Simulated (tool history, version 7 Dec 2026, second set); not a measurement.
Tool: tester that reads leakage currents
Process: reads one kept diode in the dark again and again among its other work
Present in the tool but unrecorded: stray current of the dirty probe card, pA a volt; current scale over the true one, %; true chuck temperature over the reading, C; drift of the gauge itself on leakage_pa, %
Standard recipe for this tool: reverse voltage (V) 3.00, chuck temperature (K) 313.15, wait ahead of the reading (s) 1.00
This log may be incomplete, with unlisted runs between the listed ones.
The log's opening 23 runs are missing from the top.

| run | hour | reverse voltage (V) | chuck temperature (K) | wait ahead of the reading (s) | hours of work since the probe card was cleaned | hours of work since the tester was calibrated | hours of work since the chuck was calibrated | current that the tester gives (pA) |
|---|---|---|---|---|---|---|---|---|
| 24 | 1748.0 | 3.00 | 306.15 | 6.30 | 146 | 4521 | 1758 | 79.62 |
| 25 | 1798.0 | 3.00 | 300.15 | 8.04 | 184 | 4559 | 1796 | 46.33 |
| 26 | 1890.2 | 9.06 | 297.15 | 6.74 | 254 | 4628 | 1866 | 58.41 |
| 27 | 1980.9 | 2.04 | 325.15 | 7.12 | 322 | 4697 | 1934 | 331.44 |
| 28 | 2061.1 | 5.21 | 328.15 | 5.15 | 383 | 4758 | 1995 | 635.75 |
| 29 | 2120.1 | 5.21 | 328.15 | 5.15 | 427 | 4802 | 2040 | 637.46 |
| 30 | 2186.3 | 3.00 | 330.15 | 1.00 | 478 | 4853 | 2090 | 581.36 |
| 31 | 2289.5 | 4.62 | 319.15 | 0.82 | 556 | 4931 | 2168 | 291.48 |
|  | 2317.4 | chuck's temperature calibrated |
| 32 | 2373.4 | 13.27 | 298.15 | 1.12 | 618 | 4993 | 42 | 90.13 |
| 33 | 2462.2 | 4.10 | 306.15 | 0.45 | 685 | 5060 | 110 | 104.03 |
| 34 | 2528.1 | 4.10 | 306.15 | 0.45 | 735 | 5110 | 159 | 104.17 |
| 35 | 2631.1 | 1.67 | 309.15 | 5.25 | 813 | 5188 | 237 | 88.53 |
| 36 | 2701.7 | 3.00 | 300.15 | 1.00 | 866 | 5241 | 291 | 52.70 |
| 37 | 2803.0 | 3.00 | 300.15 | 1.00 | 943 | 5318 | 368 | 52.38 |
| 38 | 2891.1 | 12.84 | 297.15 | 8.07 | 1010 | 5384 | 434 | 81.74 |
| 39 | 2944.9 | 5.40 | 306.15 | 4.16 | 1050 | 5425 | 475 | 115.80 |
| 40 | 3000.3 | 7.79 | 312.15 | 1.51 | 1092 | 5467 | 517 | 228.39 |

Branching from run 40: 4 alternative next runs. What would each branch give?
| A | 3087.0 | 1.36 | 330.15 | 5.01 | 1158 | 5533 | 583 | ? |
| B | 3087.0 | 1.61 | 313.15 | 3.06 | 1158 | 5533 | 583 | ? |
| C | 3087.0 | 14.70 | 317.15 | 5.12 | 1158 | 5533 | 583 | ? |
| D | 3087.0 | 3.00 | 321.15 | 1.00 | 1158 | 5533 | 583 | ? |

| run | current that the tester gives (pA) |
|---|---|
| A | 439.88 |
| B | 120.27 |
| C | 458.80 |
| D | 306.62 |
Had the tool no hidden state, the same runs would have come out as:
| run | current that the tester gives (pA) |
|---|---|
| A | 447.65 |
| B | 121.67 |
| C | 455.52 |
| D | 310.68 |
